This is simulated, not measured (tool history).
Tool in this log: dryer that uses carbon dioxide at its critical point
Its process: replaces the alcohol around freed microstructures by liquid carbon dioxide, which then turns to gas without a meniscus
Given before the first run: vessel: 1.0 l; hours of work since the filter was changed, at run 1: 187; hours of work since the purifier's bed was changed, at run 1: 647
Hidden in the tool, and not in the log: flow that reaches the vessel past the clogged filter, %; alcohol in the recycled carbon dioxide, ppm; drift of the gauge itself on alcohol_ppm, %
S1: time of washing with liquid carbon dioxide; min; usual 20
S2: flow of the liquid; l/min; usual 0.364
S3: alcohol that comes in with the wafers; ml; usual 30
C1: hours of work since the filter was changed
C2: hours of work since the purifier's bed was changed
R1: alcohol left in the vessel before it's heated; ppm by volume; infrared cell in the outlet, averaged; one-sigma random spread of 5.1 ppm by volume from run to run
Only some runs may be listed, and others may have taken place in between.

{"run": 1, "hour": 0.0, "S1": 20, "S2": 0.364, "S3": 30, "C1": 187, "C2": 647, "R1": 331}
{"run": 2, "hour": 39.1, "S1": 20, "S2": 0.251, "S3": 30, "C1": 204, "C2": 665, "R1": 771}
{"run": 3, "hour": 76.8, "S1": 20, "S2": 0.251, "S3": 30, "C1": 221, "C2": 681, "R1": 752}
{"run": 4, "hour": 112.7, "S1": 20, "S2": 0.251, "S3": 30, "C1": 236, "C2": 697, "R1": 767}
{"hour": 137.1, "done": "purifier's bed changed"}
{"run": 5, "hour": 137.1, "S1": 20, "S2": 0.364, "S3": 30, "C1": 246, "C2": 0, "R1": 88}
{"run": 6, "hour": 181.9, "S1": 20, "S2": 0.364, "S3": 30, "C1": 265, "C2": 20, "R1": 98}
{"run": 7, "hour": 217.4, "S1": 14, "S2": 0.364, "S3": 30, "C1": 281, "C2": 35, "R1": 544}
{"run": 8, "hour": 241.5, "S1": 12, "S2": 0.364, "S3": 30, "C1": 291, "C2": 46, "R1": 917}
{"run": 9, "hour": 275.2, "S1": 12, "S2": 0.364, "S3": 30, "C1": 306, "C2": 60, "R1": 972}
{"run": 10, "hour": 298.2, "S1": 12, "S2": 0.364, "S3": 30, "C1": 316, "C2": 71, "R1": 980}
{"run": 11, "hour": 321.8, "S1": 20, "S2": 0.477, "S3": 30, "C1": 327, "C2": 81, "R1": 61}
{"run": 12, "hour": 361.1, "S1": 20, "S2": 0.261, "S3": 30, "C1": 344, "C2": 98, "R1": 505}
{"run": 13, "hour": 388.0, "S1": 20, "S2": 0.261, "S3": 30, "C1": 356, "C2": 110, "R1": 523}
{"run": 14, "hour": 413.9, "S1": 20, "S2": 0.261, "S3": 30, "C1": 367, "C2": 121, "R1": 538}
{"run": 15, "hour": 451.0, "S1": 20, "S2": 0.364, "S3": 30, "C1": 383, "C2": 138, "R1": 159}
{"run": 16, "hour": 488.6, "S1": 23, "S2": 0.269, "S3": 63, "C1": 400, "C2": 154, "R1": 574}
{"run": 17, "hour": 511.1, "S1": 23, "S2": 0.269, "S3": 63, "C1": 410, "C2": 164, "R1": 569}
{"run": 18, "hour": 531.0, "S1": 23, "S2": 0.269, "S3": 63, "C1": 418, "C2": 173, "R1": 574}
{"run": 19, "hour": 560.5, "S1": 20, "S2": 0.249, "S3": 30, "C1": 431, "C2": 186, "R1": 694}
{"run": 20, "hour": 606.0, "S1": 16, "S2": 0.44, "S3": 100, "C1": 451, "C2": 205, "R1": 569}
{"run": 21, "hour": 636.2, "S1": 16, "S2": 0.44, "S3": 100, "C1": 464, "C2": 219, "R1": 564}
{"run": 22, "hour": 675.9, "S1": 14, "S2": 0.583, "S3": 85, "C1": 482, "C2": 236, "R1": 280}
{"run": 23, "hour": 695.9, "S1": 14, "S2": 0.583, "S3": 85, "C1": 490, "C2": 245, "R1": 291}
{"run": 24, "hour": 733.7, "S1": 20, "S2": 0.567, "S3": 85, "C1": 507, "C2": 261, "R1": 130}
{"run": 25, "hour": 771.6, "S1": 20, "S2": 0.567, "S3": 85, "C1": 524, "C2": 278, "R1": 137}
{"run": 26, "hour": 795.8, "S1": 24, "S2": 0.547, "S3": 69, "C1": 534, "C2": 289, "R1": 126}
{"run": 27, "hour": 843.5, "S1": 20, "S2": 0.364, "S3": 80, "C1": 555, "C2": 310, "R1": 496}
{"hour": 876.3, "done": "inlet filter changed"}
{"run": 28, "hour": 879.3, "S1": 20, "S2": 0.472, "S3": 30, "C1": 1, "C2": 325, "R1": 137}
{"run": 29, "hour": 914.5, "S1": 27, "S2": 0.255, "S3": 82, "C1": 17, "C2": 340, "R1": 350}
{"run": 30, "hour": 951.5, "S1": 25, "S2": 0.227, "S3": 23, "C1": 33, "C2": 356, "R1": 313}

Each row is a separate what-if for the run after 30, all from the same tool condition, not one after another. Results?
{"run": "A", "hour": 993.2, "S1": 14, "S2": 0.227, "S3": 24, "C1": 51, "C2": 375, "R1": "?"}
{"run": "B", "hour": 993.2, "S1": 15, "S2": 0.364, "S3": 53, "C1": 51, "C2": 375, "R1": "?"}
{"run": "C", "hour": 993.2, "S1": 25, "S2": 0.227, "S3": 79, "C1": 51, "C2": 375, "R1": "?"}

run=A R1=1772
run=B R1=683
run=C R1=789
The same runs, with their run-to-run variation unchanged, on a tool lacking any hidden condition would have given:
run=A R1=1555
run=B R1=499
run=C R1=592

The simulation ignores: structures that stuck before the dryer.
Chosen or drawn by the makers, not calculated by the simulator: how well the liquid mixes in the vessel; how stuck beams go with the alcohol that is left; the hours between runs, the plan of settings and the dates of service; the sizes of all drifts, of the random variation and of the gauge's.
